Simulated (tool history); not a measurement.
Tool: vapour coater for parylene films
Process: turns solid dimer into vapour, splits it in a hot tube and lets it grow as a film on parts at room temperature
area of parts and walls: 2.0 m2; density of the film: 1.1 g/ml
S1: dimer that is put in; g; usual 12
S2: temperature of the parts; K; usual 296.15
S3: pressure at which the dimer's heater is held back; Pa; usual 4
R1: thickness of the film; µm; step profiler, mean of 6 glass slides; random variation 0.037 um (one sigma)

run     day  S1      S2     S3    R1
  1       0  12  296.15      4  3.45
  2   0.996  12  296.15      4  3.39
      1.679  -- trap's valve overhauled
  3   3.358  12  296.15      4  3.76
  4   5.096  12  296.15      4  3.71
  5   7.442  11  296.15      4  3.44
  6   9.488  12  296.15      4  3.63
  7  10.875  12  297.15      4  3.51
  8  12.296  12  296.15      4  3.65
  9  14.529  12  296.15      4  3.61
 10  16.838  12  296.15      4   3.6
 11  18.012  12  296.15      4  3.62
 12  19.362   9  296.15      4  2.65
 13  20.979   9  304.15      4  2.03
 14  23.375   9  304.15      4  1.96
 15  25.196  12  296.15      4   3.4
 16  26.488  12  296.15      4  3.39
 17  28.838  12  296.15      4  3.34
       30.1  -- trap's valve overhauled
 18  31.038  12  296.15      4  3.72
 19  32.104  11  288.15      4  4.51
 20  33.342  22  289.15   5.39  8.11
 21  34.571   7  298.15   6.09   1.8
 22  35.862  12  296.15  10.49  2.95
 23  37.033  12  296.15  10.49  2.86
 24  38.462  12  296.15  10.49   2.9
 25  39.767  12  296.15  10.49  2.85
 26  40.762  12  296.15  10.49  2.83
 27  42.896   6  298.15   2.21  1.92
 28  44.725  19  293.15   4.83  5.99
 29   45.85  19  293.15   4.83  5.91
 30  47.108  12  292.15   7.99  3.43
 31  48.212  10  292.15   7.85  2.82
 32    50.7  10  296.15   2.38  3.27
 33    52.6  17  290.15   2.38  6.66
 34  53.725  21  290.15   4.56     7

4 ways to go on from here, each from the tool as it stands after run 34. What would each give?
  A  55.004  22  307.15  7.14   ?
  B  55.004  12  288.15     4   ?
  C  55.004   8  290.15  4.56   ?
  D  55.004  12  289.15  2.96   ?

run    R1
  A  3.74
  B  4.38
  C  2.68
  D  4.53
Without the tool's hidden state the same runs would have given:
run    R1
  A  4.25
  B  4.97
  C  3.04
  D  5.15

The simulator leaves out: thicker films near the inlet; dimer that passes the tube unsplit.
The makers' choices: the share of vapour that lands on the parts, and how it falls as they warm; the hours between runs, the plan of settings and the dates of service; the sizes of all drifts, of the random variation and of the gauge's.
